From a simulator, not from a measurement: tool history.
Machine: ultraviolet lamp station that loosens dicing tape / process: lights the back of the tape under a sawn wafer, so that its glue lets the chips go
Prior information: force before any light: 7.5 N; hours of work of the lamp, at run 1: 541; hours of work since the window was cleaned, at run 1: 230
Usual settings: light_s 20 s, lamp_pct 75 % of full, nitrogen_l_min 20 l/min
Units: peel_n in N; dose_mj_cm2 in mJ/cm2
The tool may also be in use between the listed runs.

| run | hour | light_s | lamp_pct | nitrogen_l_min | hours of work of the lamp | hours of work since the window was cleaned | peel_n | dose_mj_cm2 |
|---|---|---|---|---|---|---|---|---|
| 1 | 0 | 20 | 75 | 20 | 541 | 230 | 1.123 | 248 |
| 2 | 22.3 | 20 | 75 | 20 | 556 | 245 | 1.125 | 246 |
| 3 | 56.4 | 20 | 80 | 20 | 578 | 267 | 1.024 | 251 |
| 4 | 96.8 | 20 | 80 | 20 | 604 | 294 | 1.001 | 256 |
| 5 | 146.7 | 20 | 83 | 20 | 637 | 326 | 0.971 | 262 |
| 6 | 177.4 | 20 | 83 | 20 | 657 | 346 | 1.025 | 258 |
|  | 180.1 | window cleaned of glue's vapour |
| 7 | 216.9 | 20 | 75 | 36 | 683 | 24 | 0.753 | 255 |
| 8 | 265.5 | 20 | 75 | 20 | 715 | 56 | 1.056 | 250 |
| 9 | 308 | 20 | 75 | 20 | 742 | 84 | 1.048 | 249 |
| 10 | 359.3 | 17 | 75 | 20 | 776 | 117 | 1.443 | 206 |
| 11 | 409 | 17 | 75 | 20 | 809 | 150 | 1.476 | 206 |
| 12 | 443.1 | 17 | 75 | 20 | 831 | 172 | 1.475 | 207 |
| 13 | 469.5 | 17 | 75 | 20 | 848 | 190 | 1.501 | 201 |
| 14 | 502.8 | 17 | 75 | 12 | 870 | 212 | 1.908 | 202 |
| 15 | 536.9 | 17 | 75 | 12 | 893 | 234 | 1.908 | 195 |
| 16 | 577.8 | 17 | 75 | 12 | 919 | 261 | 2.046 | 189 |
| 17 | 615.2 | 20 | 75 | 20 | 944 | 285 | 1.222 | 229 |
| 18 | 637.6 | 20 | 75 | 11 | 959 | 300 | 1.736 | 226 |
| 19 | 663.4 | 20 | 75 | 11 | 975 | 317 | 1.704 | 225 |
|  | 710.1 | window cleaned of glue's vapour |
| 20 | 710.7 | 20 | 75 | 20 | 1006 | 0 | 1.108 | 247 |
| 21 | 755.4 | 15 | 75 | 20 | 1035 | 30 | 1.74 | 182 |
| 22 | 779.5 | 15 | 75 | 20 | 1051 | 45 | 1.717 | 178 |
| 23 | 829.2 | 17 | 75 | 20 | 1084 | 78 | 1.488 | 201 |
| 24 | 853 | 17 | 75 | 20 | 1099 | 94 | 1.476 | 204 |
| 25 | 875.6 | 17 | 75 | 20 | 1114 | 108 | 1.536 | 202 |
| 26 | 906.8 | 13 | 87 | 8 | 1135 | 129 | 2.654 | 178 |
| 27 | 943.1 | 27 | 84 | 6 | 1158 | 153 | 1.19 | 351 |
| 28 | 966.4 | 27 | 84 | 6 | 1174 | 168 | 1.188 | 348 |
| 29 | 1016.7 | 34 | 84 | 20 | 1207 | 201 | 0.349 | 440 |
| 30 | 1064.4 | 34 | 84 | 20 | 1238 | 232 | 0.361 | 426 |
| 31 | 1117.4 | 13 | 75 | 11 | 1273 | 267 | 2.967 | 145 |
| 32 | 1161.1 | 13 | 75 | 10 | 1301 | 296 | 3.007 | 137 |
| 33 | 1207.3 | 20 | 86 | 9 | 1332 | 326 | 1.645 | 249 |
|  | 1241 | window cleaned of glue's vapour |
| 34 | 1252.4 | 24 | 75 | 28 | 1361 | 7 | 0.683 | 282 |
| 35 | 1292.5 | 16 | 72 | 31 | 1387 | 34 | 1.553 | 183 |
| 36 | 1324.6 | 16 | 79 | 40 | 1408 | 55 | 1.213 | 197 |
| 37 | 1358.7 | 32 | 79 | 10 | 1431 | 77 | 0.722 | 387 |
| 38 | 1382 | 32 | 79 | 10 | 1446 | 92 | 0.724 | 384 |
| 39 | 1415 | 32 | 79 | 10 | 1467 | 114 | 0.729 | 380 |
| 40 | 1450.1 | 12 | 75 | 14 | 1491 | 137 | 2.83 | 134 |
| 41 | 1475.4 | 12 | 75 | 14 | 1507 | 154 | 2.877 | 135 |
| 42 | 1498.1 | 23 | 86 | 35 | 1522 | 169 | 0.554 | 290 |

Below are 3 alternative next runs, each starting from the tool's condition after run 42. Predict each:
| A | 1539.3 | 23 | 75 | 13 | 1549 | 196 | ? | ? |
| B | 1539.3 | 20 | 97 | 29 | 1549 | 196 | ? | ? |
| C | 1539.3 | 25 | 73 | 7 | 1549 | 196 | ? | ? |

| run | peel_n | dose_mj_cm2 |
|---|---|---|
| A | 1.335 | 253 |
| B | 0.718 | 280 |
| C | 1.729 | 267 |
What these runs would have given with no unlogged condition in the tool:
| run | peel_n | dose_mj_cm2 |
|---|---|---|
| A | 0.869 | 321 |
| B | 0.437 | 357 |
| C | 1.187 | 340 |
